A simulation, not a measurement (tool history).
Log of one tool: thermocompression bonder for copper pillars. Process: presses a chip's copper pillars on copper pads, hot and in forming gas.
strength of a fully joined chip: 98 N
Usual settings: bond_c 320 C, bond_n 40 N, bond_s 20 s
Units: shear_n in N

Run 1, hour 0.0: usual settings. Result: shear_n 54.6 N.
Run 2, hour 5.2: usual settings. Result: shear_n 54.3 N.
Run 3, hour 17.0: usual settings. Result: shear_n 54.3 N.
Run 4, hour 26.3: usual settings. Result: shear_n 54.0 N.
Run 5, hour 37.9: usual settings. Result: shear_n 54.6 N.
Run 6, hour 50.0: usual settings. Result: shear_n 54.8 N.
Run 7, hour 58.9: usual settings. Result: shear_n 54.4 N.
Run 8, hour 69.8: usual settings. Result: shear_n 55.3 N.
Run 9, hour 79.1: usual settings. Result: shear_n 54.2 N.
Run 10, hour 89.7: usual settings. Result: shear_n 54.9 N.
Run 11, hour 97.1: usual settings but bond_s 15 s. Result: shear_n 50.0 N.
Run 12, hour 108.3: usual settings but bond_c 346 C. Result: shear_n 68.8 N.
Run 13, hour 113.4: usual settings. Result: shear_n 55.0 N.
Run 14, hour 124.2: usual settings. Result: shear_n 55.5 N.
Run 15, hour 132.6: usual settings. Result: shear_n 55.3 N.
Run 16, hour 140.8: usual settings. Result: shear_n 55.5 N.
Run 17, hour 146.4: usual settings. Result: shear_n 55.4 N.
Run 18, hour 155.7: usual settings. Result: shear_n 54.7 N.
Run 19, hour 162.1: usual settings but bond_c 315 C. Result: shear_n 52.8 N.
Run 20, hour 170.2: usual settings but bond_c 315 C, bond_n 31 N. Result: shear_n 42.3 N.
Run 21, hour 175.9: usual settings but bond_c 315 C, bond_n 31 N. Result: shear_n 42.4 N.
Run 22, hour 183.7: usual settings but bond_c 339 C, bond_n 54 N, bond_s 22 s. Result: shear_n 79.4 N.
Run 23, hour 189.3: usual settings but bond_c 326 C, bond_s 38 s. Result: shear_n 70.3 N.
Run 24, hour 194.8: usual settings but bond_c 350 C. Result: shear_n 71.6 N.
Run 25, hour 200.9: usual settings but bond_c 343 C, bond_n 43 N. Result: shear_n 71.4 N.
Run 26, hour 210.4: usual settings but bond_c 312 C, bond_n 36 N, bond_s 25 s. Result: shear_n 51.1 N.
Run 27, hour 221.2: usual settings but bond_c 306 C, bond_n 36 N, bond_s 25 s. Result: shear_n 47.3 N.
Run 28, hour 233.7: usual settings but bond_c 312 C. Result: shear_n 51.5 N.
At hour 239.7: gauge calibrated.
Run 29, hour 242.4: usual settings but bond_c 312 C. Result: shear_n 50.3 N.
Run 30, hour 248.8: usual settings but bond_c 302 C, bond_n 29 N, bond_s 27 s. Result: shear_n 38.0 N.
Run 31, hour 257.8: usual settings but bond_c 292 C, bond_s 21 s. Result: shear_n 40.2 N.
Run 32, hour 265.2: usual settings but bond_c 346 C, bond_n 25 N. Result: shear_n 48.4 N.
Run 33, hour 277.7: usual settings but bond_c 346 C, bond_n 25 N. Result: shear_n 48.4 N.
Run 34, hour 288.5: usual settings but bond_c 346 C, bond_n 25 N. Result: shear_n 48.5 N.
Run 35, hour 296.5: usual settings but bond_s 15 s. Result: shear_n 49.5 N.
Run 36, hour 302.5: usual settings but bond_c 350 C, bond_n 56 N, bond_s 52 s. Result: shear_n 92.7 N.
Run 37, hour 311.6: usual settings but bond_c 330 C, bond_n 29 N. Result: shear_n 46.9 N.
Run 38, hour 318.9: usual settings but bond_n 55 N. Result: shear_n 68.2 N.
Run 39, hour 331.4: usual settings but bond_n 55 N. Result: shear_n 68.7 N.

Forecast each of these 3 alternatives for the next run:
Run A, hour 337.1: usual settings but bond_c 332 C, bond_n 25 N, bond_s 18 s. Result: shear_n ?.
Run B, hour 337.1: usual settings but bond_c 346 C, bond_n 30 N. Result: shear_n ?.
Run C, hour 337.1: usual settings but bond_c 336 C, bond_n 55 N, bond_s 15 s. Result: shear_n ?.

run  shear_n
  A     40.5
  B     56.2
  C     71.4
Without the tool's hidden state the same runs would have given:
run  shear_n
  A     40.0
  B     55.5
  C     70.5
